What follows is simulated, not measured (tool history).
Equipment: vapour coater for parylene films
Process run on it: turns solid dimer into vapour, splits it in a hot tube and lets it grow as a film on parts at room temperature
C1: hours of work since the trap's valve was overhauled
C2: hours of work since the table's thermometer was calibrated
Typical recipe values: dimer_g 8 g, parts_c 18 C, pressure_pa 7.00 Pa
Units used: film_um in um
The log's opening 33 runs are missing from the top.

{"run": 34, "hour": 1207.8, "dimer_g": 8, "parts_c": 18, "pressure_pa": 3.81, "C1": 46, "C2": 230, "film_um": 3.69}
{"run": 35, "hour": 1236.2, "dimer_g": 14, "parts_c": 20, "pressure_pa": 4.94, "C1": 67, "C2": 250, "film_um": 5.97}
{"run": 36, "hour": 1271.1, "dimer_g": 14, "parts_c": 22, "pressure_pa": 5.17, "C1": 92, "C2": 275, "film_um": 5.87}
{"run": 37, "hour": 1296.3, "dimer_g": 6, "parts_c": 29, "pressure_pa": 9.87, "C1": 110, "C2": 293, "film_um": 2.09}
{"run": 38, "hour": 1327.1, "dimer_g": 12, "parts_c": 25, "pressure_pa": 3.32, "C1": 132, "C2": 315, "film_um": 4.89}
{"run": 39, "hour": 1360.3, "dimer_g": 5, "parts_c": 11, "pressure_pa": 2.27, "C1": 156, "C2": 339, "film_um": 2.59}
{"run": 40, "hour": 1394.9, "dimer_g": 5, "parts_c": 11, "pressure_pa": 2.27, "C1": 180, "C2": 364, "film_um": 2.54}
{"run": 41, "hour": 1417.6, "dimer_g": 10, "parts_c": 11, "pressure_pa": 2.27, "C1": 197, "C2": 380, "film_um": 5.11}
{"run": 42, "hour": 1457.5, "dimer_g": 11, "parts_c": 18, "pressure_pa": 5.91, "C1": 225, "C2": 409, "film_um": 4.65}
{"run": 43, "hour": 1498.8, "dimer_g": 8, "parts_c": 18, "pressure_pa": 11.51, "C1": 255, "C2": 438, "film_um": 3.21}
{"run": 44, "hour": 1541.4, "dimer_g": 4, "parts_c": 13, "pressure_pa": 11.51, "C1": 286, "C2": 469, "film_um": 1.72}
{"run": 45, "hour": 1562.9, "dimer_g": 8, "parts_c": 18, "pressure_pa": 2.35, "C1": 301, "C2": 484, "film_um": 3.51}
{"run": 46, "hour": 1589.6, "dimer_g": 3, "parts_c": 22, "pressure_pa": 2.85, "C1": 320, "C2": 504, "film_um": 1.22}

Branching from run 46: 3 alternative next runs. What would each branch give?
{"run": "A", "hour": 1616.2, "dimer_g": 8, "parts_c": 18, "pressure_pa": 8.11, "C1": 339, "C2": 523, "film_um": "?"}
{"run": "B", "hour": 1616.2, "dimer_g": 3, "parts_c": 22, "pressure_pa": 10.58, "C1": 339, "C2": 523, "film_um": "?"}
{"run": "C", "hour": 1616.2, "dimer_g": 4, "parts_c": 27, "pressure_pa": 7.0, "C1": 339, "C2": 523, "film_um": "?"}

run=A film_um=3.09
run=B film_um=1.12
run=C film_um=1.39
What these runs would have given with no unlogged condition in the tool:
run=A film_um=3.50
run=B film_um=1.26
run=C film_um=1.57
